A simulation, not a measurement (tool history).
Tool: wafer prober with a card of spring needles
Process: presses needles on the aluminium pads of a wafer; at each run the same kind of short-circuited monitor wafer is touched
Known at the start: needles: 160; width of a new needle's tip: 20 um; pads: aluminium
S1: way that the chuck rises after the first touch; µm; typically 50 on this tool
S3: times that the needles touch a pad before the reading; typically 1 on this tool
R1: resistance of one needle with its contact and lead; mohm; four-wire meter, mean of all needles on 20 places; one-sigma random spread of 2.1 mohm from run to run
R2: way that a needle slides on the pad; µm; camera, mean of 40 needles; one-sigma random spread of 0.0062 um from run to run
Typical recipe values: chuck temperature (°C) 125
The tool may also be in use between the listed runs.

run 1 hour=0 | S1=50 chuck_temperature_(°C)=125 S3=1 | R1=326 R2=9.465
run 2 hour=5.4 | S1=50 chuck_temperature_(°C)=94 S3=1 | R1=332 R2=9.46
run 3 hour=10.7 | S1=50 chuck_temperature_(°C)=94 S3=1 | R1=330 R2=9.471
-- hour=15.4 tips cleaned on abrasive film
run 4 hour=18.8 | S1=50 chuck_temperature_(°C)=125 S3=1 | R1=252 R2=9.464
-- hour=20.8 height of the first contact set anew
run 5 hour=24.8 | S1=50 chuck_temperature_(°C)=34 S3=1 | R1=266 R2=9.553
run 6 hour=35 | S1=50 chuck_temperature_(°C)=27 S3=1 | R1=296 R2=9.563
run 7 hour=40.9 | S1=50 chuck_temperature_(°C)=27 S3=2 | R1=264 R2=9.555
run 8 hour=45.4 | S1=50 chuck_temperature_(°C)=27 S3=2 | R1=264 R2=9.559
run 9 hour=54.4 | S1=50 chuck_temperature_(°C)=27 S3=1 | R1=329 R2=9.571
-- hour=57.2 tips cleaned on abrasive film
run 10 hour=60.2 | S1=50 chuck_temperature_(°C)=27 S3=1 | R1=232 R2=9.555
run 11 hour=68.5 | S1=50 chuck_temperature_(°C)=27 S3=1 | R1=267 R2=9.538
run 12 hour=78 | S1=50 chuck_temperature_(°C)=27 S3=1 | R1=296 R2=9.542
run 13 hour=82.9 | S1=68 chuck_temperature_(°C)=125 S3=1 | R1=270 R2=12.997
run 14 hour=87.8 | S1=32 chuck_temperature_(°C)=87 S3=1 | R1=472 R2=6.096
run 15 hour=95.3 | S1=33 chuck_temperature_(°C)=79 S3=3 | R1=319 R2=6.293
-- hour=98.2 tips cleaned on abrasive film
run 16 hour=100.3 | S1=47 chuck_temperature_(°C)=125 S3=1 | R1=251 R2=8.955
run 17 hour=107.6 | S1=47 chuck_temperature_(°C)=125 S3=1 | R1=289 R2=8.944
run 18 hour=112.4 | S1=38 chuck_temperature_(°C)=41 S3=2 | R1=289 R2=7.228
run 19 hour=120.4 | S1=41 chuck_temperature_(°C)=52 S3=3 | R1=261 R2=7.805
run 20 hour=129.6 | S1=33 chuck_temperature_(°C)=95 S3=2 | R1=373 R2=6.269
run 21 hour=136.6 | S1=33 chuck_temperature_(°C)=95 S3=2 | R1=391 R2=6.273
-- hour=139.2 tips cleaned on abrasive film
run 22 hour=144.9 | S1=50 chuck_temperature_(°C)=53 S3=1 | R1=248 R2=9.509

Branching from run 22: 5 alternative next runs. What would each branch give?
run A hour=151.1 | S1=50 chuck_temperature_(°C)=82 S3=3 | R1=? R2=?
run B hour=151.1 | S1=50 chuck_temperature_(°C)=26 S3=1 | R1=? R2=?
run C hour=151.1 | S1=64 chuck_temperature_(°C)=53 S3=1 | R1=? R2=?
run D hour=151.1 | S1=50 chuck_temperature_(°C)=46 S3=2 | R1=? R2=?
run E hour=151.1 | S1=48 chuck_temperature_(°C)=125 S3=3 | R1=? R2=?

run=A R1=243 R2=9.522
run=B R1=273 R2=9.51
run=C R1=246 R2=12.181
run=D R1=245 R2=9.509
run=E R1=252 R2=9.132
With no hidden state in the tool, these same runs would have given:
run=A R1=220 R2=9.568
run=B R1=204 R2=9.556
run=C R1=204 R2=12.227
run=D R1=205 R2=9.555
run=E R1=229 R2=9.178

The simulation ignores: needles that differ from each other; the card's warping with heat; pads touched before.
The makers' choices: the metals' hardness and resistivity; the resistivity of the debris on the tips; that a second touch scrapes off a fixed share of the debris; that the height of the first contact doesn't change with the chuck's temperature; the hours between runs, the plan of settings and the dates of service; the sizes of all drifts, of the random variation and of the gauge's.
